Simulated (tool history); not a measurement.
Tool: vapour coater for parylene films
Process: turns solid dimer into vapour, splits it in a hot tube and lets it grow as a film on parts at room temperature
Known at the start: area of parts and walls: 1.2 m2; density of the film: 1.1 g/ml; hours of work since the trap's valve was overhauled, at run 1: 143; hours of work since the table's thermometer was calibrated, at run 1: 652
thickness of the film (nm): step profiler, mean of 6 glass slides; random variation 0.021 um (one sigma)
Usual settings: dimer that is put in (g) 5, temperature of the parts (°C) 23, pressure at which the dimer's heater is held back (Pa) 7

| run | hour | dimer that is put in (g) | temperature of the parts (°C) | pressure at which the dimer's heater is held back (Pa) | hours of work since the trap's valve was overhauled | hours of work since the table's thermometer was calibrated | thickness of the film (nm) |
|---|---|---|---|---|---|---|---|
| 1 | 0 | 5 | 23 | 7 | 143 | 652 | 2040 |
| 2 | 26.9 | 5 | 23 | 7 | 163 | 672 | 2030 |
| 3 | 38.8 | 5 | 23 | 5.63 | 172 | 680 | 2150 |
| 4 | 59.9 | 2 | 23 | 7 | 187 | 696 | 810 |
| 5 | 71.9 | 2 | 23 | 7 | 196 | 705 | 810 |
| 6 | 91.6 | 2 | 23 | 7 | 210 | 719 | 770 |
| 7 | 110.7 | 2 | 23 | 7 | 225 | 733 | 830 |
| 8 | 123.3 | 2 | 23 | 7 | 234 | 742 | 810 |
| 9 | 141.2 | 2 | 23 | 7 | 247 | 756 | 770 |
| 10 | 155.8 | 8 | 23 | 4.45 | 258 | 766 | 3520 |
| 11 | 169.3 | 2 | 29 | 7 | 267 | 776 | 570 |
|  | 187.7 | trap's valve overhauled |
| 12 | 192 | 3 | 31 | 7 | 3 | 790 | 900 |
| 13 | 217.3 | 3 | 31 | 7 | 22 | 808 | 880 |
| 14 | 233.6 | 5 | 33 | 7 | 34 | 820 | 1340 |
| 15 | 259.8 | 5 | 33 | 7 | 53 | 839 | 1340 |
| 16 | 283.1 | 5 | 33 | 7 | 70 | 856 | 1300 |
| 17 | 302.6 | 5 | 34 | 5.58 | 84 | 871 | 1310 |

Some steps in thickness of the film (nm) between neighbouring runs. How much of each would the tool show without its hidden state too (settings, what came in, random variation), and how much is left for the hidden state, with any gauge scatter that isn't in both results?
The hidden state here: vapour lost through the trap's worn valve, %; true temperature of the parts over the reading, C; drift of the gauge itself on film_um, %.
Run 9 -> 10: dimer that is put in (g) 2 -> 8, pressure at which the dimer's heater is held back (Pa) 7 -> 4.45. thickness of the film (nm) +2750: hidden state -230, all else +2980.
Run 10 -> 11: dimer that is put in (g) 8 -> 2, temperature of the parts (°C) 23 -> 29, pressure at which the dimer's heater is held back (Pa) 4.45 -> 7. thickness of the film (nm) -2950: hidden state +230, all else -3180.

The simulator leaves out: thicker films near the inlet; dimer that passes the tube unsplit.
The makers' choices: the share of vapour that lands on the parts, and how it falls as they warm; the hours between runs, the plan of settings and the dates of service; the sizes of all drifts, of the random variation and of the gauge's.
